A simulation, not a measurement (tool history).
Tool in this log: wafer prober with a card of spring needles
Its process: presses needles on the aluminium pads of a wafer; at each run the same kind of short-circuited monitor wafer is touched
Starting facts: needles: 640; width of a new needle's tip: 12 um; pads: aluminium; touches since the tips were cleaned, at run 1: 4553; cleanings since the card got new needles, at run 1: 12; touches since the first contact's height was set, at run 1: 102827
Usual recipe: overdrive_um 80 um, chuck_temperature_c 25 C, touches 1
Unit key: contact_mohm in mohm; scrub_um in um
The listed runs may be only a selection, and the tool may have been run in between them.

run   hour  overdrive_um  chuck_temperature_c  touches  touches since the tips were cleaned  cleanings since the card got new needles  touches since the first contact's height was set  contact_mohm  scrub_um
  1    0.0            80                   25        1                                 4553                                        12                                            102827           268    11.145
      14.4  -- tips cleaned on abrasive film
  2   16.1            80                   25        1                                  411                                        13                                            106784           249    11.116
  3   28.3            80                   25        1                                 3423                                        13                                            109796           263    11.137
  4   35.1            80                   25        1                                 5108                                        13                                            111481           271    11.125
  5   42.5            80                   25        1                                 6956                                        13                                            113329           282    11.129
      46.9  -- tips cleaned on abrasive film
      52.1  -- height of the first contact set anew
  6   52.8            95                   25        1                                 1375                                        14                                               177           251    13.339
  7   68.2            95                   25        1                                 5176                                        14                                              3978           270    13.358
  8   78.7            80                   25        2                                 7790                                        14                                              6592           260    11.249
      79.5  -- tips cleaned on abrasive film
  9   92.4            80                   25        2                                 3190                                        15                                              9958           253    11.228
 10  105.1            69                   25        2                                 6336                                        15                                             13104           266     9.688
     111.5  -- tips cleaned on abrasive film
 11  115.6            69                   25        2                                 1010                                        16                                             15655           248     9.687
 12  130.8            69                   25        2                                 4774                                        16                                             19419           259     9.692
 13  138.1            69                   25        2                                 6578                                        16                                             21223           267     9.664
     143.9  -- tips cleaned on abrasive film
 14  147.9            69                   25        2                                 1003                                        17                                             23640           244     9.669
 15  163.1            69                   25        2                                 4763                                        17                                             27400           266     9.676
 16  172.2            65                   31        2                                 7001                                        17                                             29638           273     9.102
     176.3  -- tips cleaned on abrasive film
 17  180.8            81                   90        2                                 1121                                        18                                             31753           263    11.348
 18  188.9            84                  112        1                                 3123                                        18                                             33755           287    11.771
 19  198.4            62                   25        1                                 5479                                        18                                             36111           292     8.665
     209.0  -- tips cleaned on abrasive film
 20  212.0            96                   61        3                                  750                                        19                                             39452           248    13.454
 21  221.1            96                   61        3                                 2990                                        19                                             41692           258    13.439
 22  235.3            96                   61        3                                 6497                                        19                                             45199           262    13.446
     241.7  -- tips cleaned on abrasive film
 23  245.1            82                   25        1                                  855                                        20                                             47619           249    11.474
 24  255.0            96                   25        1                                 3302                                        20                                             50066           259    13.438
 25  269.3            96                   25        1                                 6824                                        20                                             53588           278    13.431
     273.7  -- tips cleaned on abrasive film
 26  279.5            96                   25        1                                 1431                                        21                                             56098           253    13.438
 27  294.6            96                   25        1                                 5171                                        21                                             59838           270    13.431
 28  303.5            94                   25        1                                 7367                                        21                                             62034           273    13.150
     305.7  -- tips cleaned on abrasive film
 29  317.2            74                   25        2                                 2839                                        22                                             65403           255    10.331
 30  331.3            71                   36        2                                 6314                                        22                                             68878           268     9.907

Take each entry between the runs: how does the hidden state at the last listed run before it differ from the hidden state at the first listed run after it?
Runs 1 to 2: tips cleaned on abrasive film (hour 14.4)
  debris on the tips, nm: 113 -> 28.7; way that the needles fall short of the set height, um: 0.69 -> 0.73; tips' diameter, um: 12.24 -> 12.26
  measured result minus the result with no hidden state, contact_mohm: +30 -> +8 mohm; scrub_um: -0.097 -> -0.102 um
Runs 5 to 6: tips cleaned on abrasive film (hour 46.9); height of the first contact set anew (hour 52.1)
  debris on the tips, nm: 148.2 -> 52.6; way that the needles fall short of the set height, um: 0.73 -> 0; tips' diameter, um: 12.26 -> 12.28
  measured result minus the result with no hidden state, contact_mohm: +40 -> +12 mohm; scrub_um: -0.102 -> +0.000 um
Runs 8 to 9: tips cleaned on abrasive film (hour 79.5)
  debris on the tips, nm: 150.4 -> 94.5; way that the needles fall short of the set height, um: 0 -> 0.05; tips' diameter, um: 12.28 -> 12.3
  measured result minus the result with no hidden state, contact_mohm: +23 -> +15 mohm; scrub_um: +0.000 -> -0.007 um
Runs 10 to 11: tips cleaned on abrasive film (hour 111.5)
  debris on the tips, nm: 141 -> 45.9; way that the needles fall short of the set height, um: 0.05 -> 0.1; tips' diameter, um: 12.3 -> 12.32
  measured result minus the result with no hidden state, contact_mohm: +27 -> +9 mohm; scrub_um: -0.007 -> -0.015 um
Runs 13 to 14: tips cleaned on abrasive film (hour 143.9)
  debris on the tips, nm: 146.5 -> 45.3; way that the needles fall short of the set height, um: 0.1 -> 0.16; tips' diameter, um: 12.32 -> 12.33
  measured result minus the result with no hidden state, contact_mohm: +28 -> +8 mohm; scrub_um: -0.014 -> -0.022 um
Runs 16 to 17: tips cleaned on abrasive film (hour 176.3)
  debris on the tips, nm: 148.9 -> 48.7; way that the needles fall short of the set height, um: 0.16 -> 0.22; tips' diameter, um: 12.33 -> 12.36
  measured result minus the result with no hidden state, contact_mohm: +31 -> +7 mohm; scrub_um: -0.022 -> -0.031 um
Runs 19 to 20: tips cleaned on abrasive film (hour 209.0)
  debris on the tips, nm: 131.6 -> 33.2; way that the needles fall short of the set height, um: 0.22 -> 0.28; tips' diameter, um: 12.36 -> 12.38
  measured result minus the result with no hidden state, contact_mohm: +49 -> +3 mohm; scrub_um: -0.031 -> -0.040 um
Runs 22 to 23: tips cleaned on abrasive film (hour 241.7)
  debris on the tips, nm: 143.9 -> 36.3; way that the needles fall short of the set height, um: 0.28 -> 0.33; tips' diameter, um: 12.38 -> 12.4
  measured result minus the result with no hidden state, contact_mohm: +12 -> +9 mohm; scrub_um: -0.039 -> -0.047 um
Runs 25 to 26: tips cleaned on abrasive film (hour 273.7)
  debris on the tips, nm: 144.4 -> 55.6; way that the needles fall short of the set height, um: 0.33 -> 0.4; tips' diameter, um: 12.4 -> 12.42
  measured result minus the result with no hidden state, contact_mohm: +35 -> +13 mohm; scrub_um: -0.047 -> -0.056 um
Runs 28 to 29: tips cleaned on abrasive film (hour 305.7)
  debris on the tips, nm: 153.3 -> 94.3; way that the needles fall short of the set height, um: 0.4 -> 0.45; tips' diameter, um: 12.42 -> 12.43
  measured result minus the result with no hidden state, contact_mohm: +37 -> +16 mohm; scrub_um: -0.056 -> -0.063 um
